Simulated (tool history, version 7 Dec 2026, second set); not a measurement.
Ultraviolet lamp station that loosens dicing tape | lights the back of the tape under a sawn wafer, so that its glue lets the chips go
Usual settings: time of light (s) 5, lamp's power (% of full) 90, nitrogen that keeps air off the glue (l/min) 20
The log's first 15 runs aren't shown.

run	day	time of light (s)	lamp's power (% of full)	nitrogen that keeps air off the glue (l/min)	hours of work of the lamp	hours of work since the window was cleaned	force that peels the tape off (N)	light that reached the tape (mJ/cm²)
16	5.042	5	90	20	69	208	0.212	299
17	5.400	5	90	7	74	213	0.382	302
18	5.733	5	90	7	78	218	0.363	302
19	6.158	5	90	9	84	223	0.319	302
20	6.438	2	85	14	87	227	1.971	119
21	6.754	5	70	20	92	231	0.367	234
22	7.054	5	70	20	96	235	0.350	234
23	7.533	5	70	20	102	242	0.360	234
24	7.983	3	87	25	108	248	0.672	175
25	8.196	3	73	7	111	250	1.726	145
26	8.679	3	73	7	117	257	1.732	146
27	9.033	8	85	23	122	262	0.172	455
28	9.367	5	82	20	127	266	0.277	278
29	9.662	2	90	13	131	270	1.890	123
30	10.092	4	73	25	136	276	0.495	200

The next listed run, before its measurement:
31	10.350	4	73	25	140	279	?	?

force that peels the tape off (N): 0.520
light that reached the tape (mJ/cm²): 193
Without the tool's hidden state the same run would have given force that peels the tape off (N) 0.519, light that reached the tape (mJ/cm²) 194.
